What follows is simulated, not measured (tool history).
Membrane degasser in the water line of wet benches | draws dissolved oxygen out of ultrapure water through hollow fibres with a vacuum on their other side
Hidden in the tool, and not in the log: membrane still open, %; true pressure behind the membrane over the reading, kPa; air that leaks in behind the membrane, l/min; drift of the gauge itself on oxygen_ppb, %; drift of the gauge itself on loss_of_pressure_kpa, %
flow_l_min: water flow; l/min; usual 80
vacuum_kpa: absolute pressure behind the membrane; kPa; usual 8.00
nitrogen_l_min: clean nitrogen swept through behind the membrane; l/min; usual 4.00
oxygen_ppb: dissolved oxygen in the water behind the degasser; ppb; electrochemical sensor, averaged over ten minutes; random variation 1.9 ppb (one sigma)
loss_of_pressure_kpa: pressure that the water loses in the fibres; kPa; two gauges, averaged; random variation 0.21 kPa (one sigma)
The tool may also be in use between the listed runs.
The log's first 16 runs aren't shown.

run	day	flow_l_min	vacuum_kpa	nitrogen_l_min	hours since the membrane was changed	hours since the vacuum gauge was calibrated	hours since the vacuum lines were made tight	oxygen_ppb	loss_of_pressure_kpa
17	35.629	80	9.14	2.83	4051	258	6579	351.6	48.31
# day 38.417: vacuum gauge calibrated, once more
18	38.842	80	7.54	2.83	4127	10	6656	255.8	48.71
19	42.258	80	8.00	4.87	4209	92	6738	181.2	48.81
20	44.392	80	8.00	4.87	4261	143	6789	180.8	48.54
21	47.158	106	8.00	4.87	4327	210	6856	233.5	64.57
22	49.308	80	14.03	6.54	4379	261	6907	303.5	48.90
23	52.742	124	7.67	3.51	4461	344	6990	320.9	75.13
24	55.688	113	10.73	11.54	4532	414	7060	176.0	68.81
25	58.933	113	10.73	11.54	4610	492	7138	177.2	69.14
26	61.017	98	16.05	2.74	4660	542	7188	862.4	59.77
27	63.692	80	12.54	3.24	4724	607	7252	483.2	49.14
28	66.208	61	8.00	9.16	4784	667	7313	77.3	37.36
29	69.496	86	8.00	5.64	4863	746	7392	168.0	51.97
30	72.454	86	8.00	5.64	4934	817	7463	168.0	52.57
31	74.058	70	8.00	3.10	4973	855	7501	234.9	42.92

Forecast each of these 4 alternatives for the next run:
A	77.300	97	8.59	2.73	5050	933	7579	?	?
B	77.300	110	8.00	2.38	5050	933	7579	?	?
C	77.300	114	8.00	4.00	5050	933	7579	?	?
D	77.300	80	8.00	2.65	5050	933	7579	?	?

run	oxygen_ppb	loss_of_pressure_kpa
A	385.7	59.32
B	424.7	66.99
C	294.0	69.57
D	302.7	48.87
Without the tool's hidden state the same runs would have given:
run	oxygen_ppb	loss_of_pressure_kpa
A	381.9	58.10
B	420.2	65.61
C	290.4	68.14
D	299.3	47.86
